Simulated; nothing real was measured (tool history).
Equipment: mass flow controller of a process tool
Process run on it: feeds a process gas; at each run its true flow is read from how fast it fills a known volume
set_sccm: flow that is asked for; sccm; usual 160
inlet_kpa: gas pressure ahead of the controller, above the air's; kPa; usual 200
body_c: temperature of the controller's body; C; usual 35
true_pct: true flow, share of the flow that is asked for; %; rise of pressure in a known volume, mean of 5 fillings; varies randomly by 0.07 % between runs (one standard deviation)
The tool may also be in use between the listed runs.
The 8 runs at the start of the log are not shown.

| run | hour | set_sccm | inlet_kpa | body_c | true_pct |
|---|---|---|---|---|---|
| 9 | 1819.0 | 160 | 140 | 35 | 102.22 |
| 10 | 2069.9 | 160 | 200 | 37 | 101.83 |
| 11 | 2344.7 | 160 | 200 | 37 | 101.98 |
| 12 | 2618.7 | 160 | 200 | 35 | 102.20 |
| 13 | 2834.8 | 160 | 200 | 35 | 102.17 |
| 14 | 3024.6 | 160 | 249 | 35 | 102.01 |
|  | 3195.5 | controller's zero set anew |
| 15 | 3248.7 | 160 | 249 | 35 | 100.70 |
| 16 | 3457.4 | 160 | 249 | 35 | 100.77 |
| 17 | 3638.7 | 160 | 261 | 35 | 100.59 |
| 18 | 3786.2 | 160 | 261 | 35 | 100.76 |
| 19 | 3973.3 | 160 | 200 | 27 | 101.34 |
| 20 | 4170.1 | 160 | 200 | 27 | 101.46 |
| 21 | 4315.2 | 160 | 197 | 35 | 101.25 |
| 22 | 4542.9 | 160 | 197 | 35 | 101.36 |
| 23 | 4687.2 | 75 | 178 | 33 | 100.94 |
| 24 | 4870.5 | 75 | 178 | 33 | 101.05 |
| 25 | 5078.7 | 166 | 184 | 33 | 101.76 |
| 26 | 5303.0 | 160 | 233 | 35 | 101.30 |
| 27 | 5522.7 | 160 | 182 | 31 | 101.87 |
| 28 | 5798.2 | 148 | 240 | 32 | 101.53 |

What will run 29 give?
| 29 | 5935.0 | 166 | 276 | 36 | ? |

Run 29 measured true_pct 101.27 %.
Take away the tool's hidden state, keep the run-to-run variation as it was, and the same run would have given true_pct 98.81 %.
